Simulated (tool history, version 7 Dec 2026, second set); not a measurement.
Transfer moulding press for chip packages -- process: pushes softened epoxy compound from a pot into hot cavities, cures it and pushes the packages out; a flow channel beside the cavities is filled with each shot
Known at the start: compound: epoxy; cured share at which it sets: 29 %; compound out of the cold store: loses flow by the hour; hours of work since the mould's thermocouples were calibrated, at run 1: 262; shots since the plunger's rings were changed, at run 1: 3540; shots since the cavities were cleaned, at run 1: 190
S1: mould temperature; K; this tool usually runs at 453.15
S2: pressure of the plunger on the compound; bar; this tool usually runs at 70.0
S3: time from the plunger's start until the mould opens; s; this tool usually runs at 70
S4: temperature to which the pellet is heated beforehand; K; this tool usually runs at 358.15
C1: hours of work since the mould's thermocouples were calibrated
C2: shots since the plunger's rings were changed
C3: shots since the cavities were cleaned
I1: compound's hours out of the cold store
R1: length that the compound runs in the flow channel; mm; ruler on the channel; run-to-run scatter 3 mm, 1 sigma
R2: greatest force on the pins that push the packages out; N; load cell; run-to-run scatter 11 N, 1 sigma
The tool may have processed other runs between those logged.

run     day      S1    S2   S3      S4   C1    C2   C3    I1   R1    R2
  1   0.000  453.15  70.0   70  358.15  262  3540  190  16.8  541   684
      1.154  -- cavities cleaned with cleaning compound and waxed
  2   1.508  453.15  70.0   70  358.15  282  4038  122  19.6  526   597
      2.871  -- cavities cleaned with cleaning compound and waxed
  3   3.117  453.15  70.0   70  358.15  304  4569   84  33.6  486   581
      4.704  -- cavities cleaned with cleaning compound and waxed
  4   4.896  453.15  54.4   70  358.15  329  5160   67  15.5  476   561
      6.492  -- cavities cleaned with cleaning compound and waxed
  5   7.083  453.15  54.4   70  358.15  359  5891  205  29.5  431   638
      8.233  -- cavities cleaned with cleaning compound and waxed
  6   8.900  453.15  54.4   70  358.15  384  6494  230   9.0  482   687
      9.946  -- cavities cleaned with cleaning compound and waxed
     10.317  -- plunger's sealing rings changed
  7  11.208  453.15  54.4   70  358.15  414   307  398  44.0  416   749
     11.800  -- cavities cleaned with cleaning compound and waxed
  8  13.262  453.15  54.4   70  358.15  443   992  503  47.8  403   748
     13.554  -- cavities cleaned with cleaning compound and waxed
  9  14.625  453.15  54.4   70  351.15  461  1439  368  35.0  437   732
     15.283  -- cavities cleaned with cleaning compound and waxed
 10  16.462  453.15  70.0   70  358.15  486  2049  405  41.6  479   736
     17.058  -- cavities cleaned with cleaning compound and waxed
 11  18.438  460.15  70.0   70  358.15  513  2707  474  20.7  507   645
     18.888  -- cavities cleaned with cleaning compound and waxed
     20.588  -- cavities cleaned with cleaning compound and waxed
 12  20.854  460.15  70.0   70  358.15  546  3495   92  45.4  449   449
     22.308  -- cavities cleaned with cleaning compound and waxed
 13  23.204  460.15  70.0   70  358.15  578  4281  307  23.7  503   557
     24.046  -- cavities cleaned with cleaning compound and waxed
 14  25.362  453.15  81.3   58  358.15  608  5002  452  46.5  483  1097
     25.900  -- cavities cleaned with cleaning compound and waxed
 15  26.388  453.15  71.4   58  357.15  622  5334  168  46.2  449   864
     27.625  -- cavities cleaned with cleaning compound and waxed
 16  27.883  453.15  71.4   58  357.15  642  5827   90  12.1  551   910
     29.329  -- cavities cleaned with cleaning compound and waxed
     29.588  -- mould's thermocouples calibrated
 17  30.158  450.15  79.2   83  363.15    8  6559  257  21.4  554   666
     31.175  -- cavities cleaned with cleaning compound and waxed
     31.529  -- plunger's sealing rings changed
 18  32.117  446.15  70.0   79  358.15   34   202  287   9.7  597  1002
     33.017  -- cavities cleaned with cleaning compound and waxed
 19  33.438  453.15  76.9  104  353.15   51   636  146  13.5  589   487
     34.767  -- cavities cleaned with cleaning compound and waxed
 20  35.425  450.15  72.8   72  358.15   79  1297  227  28.7  524   845
     36.592  -- cavities cleaned with cleaning compound and waxed
 21  37.117  458.15  64.2   66  358.15  102  1858  182  20.9  501   581

Forecast run 22:
     38.367  -- cavities cleaned with cleaning compound and waxed
 22  39.338  447.15  70.0  70  367.15  133  2600  334  38.0   ?   ?

R1: 492 mm
R2: 1094 N
If the tool had no hidden condition, the same run with the same run-to-run variation would have returned R1 502 mm, R2 722 N.

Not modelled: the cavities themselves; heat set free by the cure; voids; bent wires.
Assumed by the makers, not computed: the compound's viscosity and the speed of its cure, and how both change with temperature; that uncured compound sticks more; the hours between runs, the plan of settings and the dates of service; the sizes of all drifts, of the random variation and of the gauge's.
